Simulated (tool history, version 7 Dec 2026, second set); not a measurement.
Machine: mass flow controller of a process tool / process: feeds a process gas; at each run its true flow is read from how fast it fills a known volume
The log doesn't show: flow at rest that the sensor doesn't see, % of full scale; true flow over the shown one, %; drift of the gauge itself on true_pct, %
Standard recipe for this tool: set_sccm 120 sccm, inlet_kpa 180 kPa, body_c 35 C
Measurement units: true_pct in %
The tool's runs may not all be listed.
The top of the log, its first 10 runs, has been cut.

| run | day | set_sccm | inlet_kpa | body_c | hours of work since the controller was set to zero | hours of work since the controller was changed | true_pct |
|---|---|---|---|---|---|---|---|
| 11 | 131.179 | 120 | 180 | 35 | 555 | 4958 | 99.60 |
| 12 | 148.533 | 120 | 152 | 35 | 772 | 5175 | 99.54 |
| 13 | 166.696 | 120 | 152 | 35 | 999 | 5402 | 99.39 |
| 14 | 179.733 | 120 | 185 | 35 | 1162 | 5565 | 99.23 |
| 15 | 195.508 | 120 | 185 | 35 | 1359 | 5762 | 99.23 |
| 16 | 209.425 | 120 | 180 | 35 | 1533 | 5936 | 99.29 |
| 17 | 224.800 | 120 | 180 | 35 | 1726 | 6129 | 99.16 |
| 18 | 241.446 | 106 | 180 | 35 | 1934 | 6337 | 98.95 |
| 19 | 250.962 | 95 | 180 | 28 | 2053 | 6456 | 98.39 |
| 20 | 266.583 | 95 | 180 | 28 | 2248 | 6651 | 98.37 |
| 21 | 286.529 | 20 | 190 | 28 | 2497 | 6900 | 95.97 |
| 22 | 304.667 | 20 | 190 | 28 | 2724 | 7127 | 95.77 |
| 23 | 321.188 | 24 | 156 | 35 | 2931 | 7334 | 96.59 |

Run 24 comes next. What will it give?
| 24 | 332.033 | 24 | 156 | 35 | 3066 | 7469 | ? |

{"run 24": {"true_pct": 96.51}}
The same run, on a tool lacking any hidden state, would have yielded true_pct 99.95 %.
